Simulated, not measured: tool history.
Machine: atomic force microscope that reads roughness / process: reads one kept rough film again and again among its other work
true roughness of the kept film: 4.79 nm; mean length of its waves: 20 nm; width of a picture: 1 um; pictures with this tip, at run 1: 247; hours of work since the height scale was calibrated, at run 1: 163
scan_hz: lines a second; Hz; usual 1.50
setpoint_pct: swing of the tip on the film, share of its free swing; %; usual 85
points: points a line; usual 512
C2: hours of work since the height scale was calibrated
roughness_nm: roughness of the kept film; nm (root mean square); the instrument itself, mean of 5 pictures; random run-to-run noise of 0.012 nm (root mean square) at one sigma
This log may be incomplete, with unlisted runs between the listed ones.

Run 1, day 0.000: usual settings; pictures with this tip 247; C2 163. Result: roughness_nm 1.773 nm (root mean square).
At day 0.054: new tip fitted.
Run 2, day 0.408: usual settings; pictures with this tip 21; C2 170. Result: roughness_nm 2.609 nm (root mean square).
Run 3, day 0.817: usual settings; pictures with this tip 45; C2 178. Result: roughness_nm 2.481 nm (root mean square).
Run 4, day 1.083: usual settings but points 794; pictures with this tip 61; C2 183. Result: roughness_nm 2.427 nm (root mean square).
Run 5, day 1.671: usual settings but points 516; pictures with this tip 96; C2 194. Result: roughness_nm 2.290 nm (root mean square).
Run 6, day 2.004: usual settings but points 516; pictures with this tip 116; C2 200. Result: roughness_nm 2.210 nm (root mean square).
Run 7, day 2.596: usual settings but setpoint_pct 62 %, points 516; pictures with this tip 151; C2 211. Result: roughness_nm 2.324 nm (root mean square).
Run 8, day 3.217: usual settings but setpoint_pct 62 %, points 516; pictures with this tip 187; C2 223. Result: roughness_nm 2.189 nm (root mean square).
Run 9, day 3.621: usual settings but setpoint_pct 62 %, points 631; pictures with this tip 211; C2 230. Result: roughness_nm 2.126 nm (root mean square).
Run 10, day 4.083: usual settings but setpoint_pct 62 %, points 631; pictures with this tip 238; C2 239. Result: roughness_nm 2.047 nm (root mean square).
At day 4.262: new tip fitted.
Run 11, day 4.467: usual settings but scan_hz 3.12 Hz; pictures with this tip 12; C2 245. Result: roughness_nm 2.378 nm (root mean square).
Run 12, day 4.746: usual settings but scan_hz 3.12 Hz; pictures with this tip 28; C2 251. Result: roughness_nm 2.305 nm (root mean square).
Run 13, day 5.417: usual settings but scan_hz 3.44 Hz, setpoint_pct 65 %, points 703; pictures with this tip 68; C2 263. Result: roughness_nm 2.535 nm (root mean square).
Run 14, day 5.892: usual settings but scan_hz 1.35 Hz, setpoint_pct 65 %, points 908; pictures with this tip 96; C2 272. Result: roughness_nm 2.563 nm (root mean square).
Run 15, day 6.533: usual settings but scan_hz 1.35 Hz, setpoint_pct 57 %, points 708; pictures with this tip 134; C2 284. Result: roughness_nm 2.468 nm (root mean square).

Run 16 has not been measured yet. What should we expect?
At day 6.625: height scale calibrated on a step standard.
Run 16, day 7.204: usual settings but scan_hz 1.35 Hz, setpoint_pct 57 %, points 708; pictures with this tip 171; C2 11. Result: roughness_nm ?.

roughness_nm: 2.311 nm (root mean square)
The same run, on a tool lacking any hidden state, would have yielded roughness_nm 3.125 nm (root mean square).
